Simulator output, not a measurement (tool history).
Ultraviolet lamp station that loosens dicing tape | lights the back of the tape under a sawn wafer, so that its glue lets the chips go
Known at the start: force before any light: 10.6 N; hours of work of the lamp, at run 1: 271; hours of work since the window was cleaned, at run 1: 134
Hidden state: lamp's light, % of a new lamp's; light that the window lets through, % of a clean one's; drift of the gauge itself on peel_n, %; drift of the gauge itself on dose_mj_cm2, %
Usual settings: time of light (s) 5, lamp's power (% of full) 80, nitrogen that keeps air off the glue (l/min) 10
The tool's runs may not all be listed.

run	hour	time of light (s)	lamp's power (% of full)	nitrogen that keeps air off the glue (l/min)	hours of work of the lamp	hours of work since the window was cleaned	force that peels the tape off (N)	light that reached the tape (mJ/cm2)
1	0.0	5	80	10	271	134	0.217	227
2	15.1	5	80	10	282	145	0.220	228
3	26.1	5	80	10	290	153	0.223	221
4	47.4	5	73	10	306	169	0.256	205
5	66.2	5	73	10	320	183	0.252	206
6	79.5	6	80	10	330	193	0.180	269
7	100.6	6	80	10	345	209	0.167	270
8	110.5	6	80	10	353	216	0.168	267
9	123.3	6	80	10	362	225	0.158	266
10	142.5	6	80	10	376	239	0.171	268
# hour 144.7: window cleaned of glue's vapour
11	163.4	6	80	10	391	14	0.175	266
12	173.7	5	80	10	399	21	0.216	225
13	184.1	5	80	10	407	29	0.210	227
14	203.2	5	80	10	421	43	0.207	225
15	220.3	5	80	10	433	56	0.206	224
16	241.4	5	80	10	449	71	0.217	229
17	258.4	5	80	10	462	84	0.223	223
18	268.2	5	80	10	469	91	0.215	224
19	281.7	5	96	10	479	101	0.162	266
20	291.7	5	96	10	486	109	0.171	266
21	304.0	5	96	10	495	118	0.164	267
22	324.4	5	80	10	510	133	0.224	222

Run 23 comes next. What will it give?
23	340.7	5	80	10	522	145	?	?

Run 23 gave force that peels the tape off (N) 0.219, light that reached the tape (mJ/cm2) 220.
Without the tool's hidden state the same run would have given force that peels the tape off (N) 0.219, light that reached the tape (mJ/cm2) 221.

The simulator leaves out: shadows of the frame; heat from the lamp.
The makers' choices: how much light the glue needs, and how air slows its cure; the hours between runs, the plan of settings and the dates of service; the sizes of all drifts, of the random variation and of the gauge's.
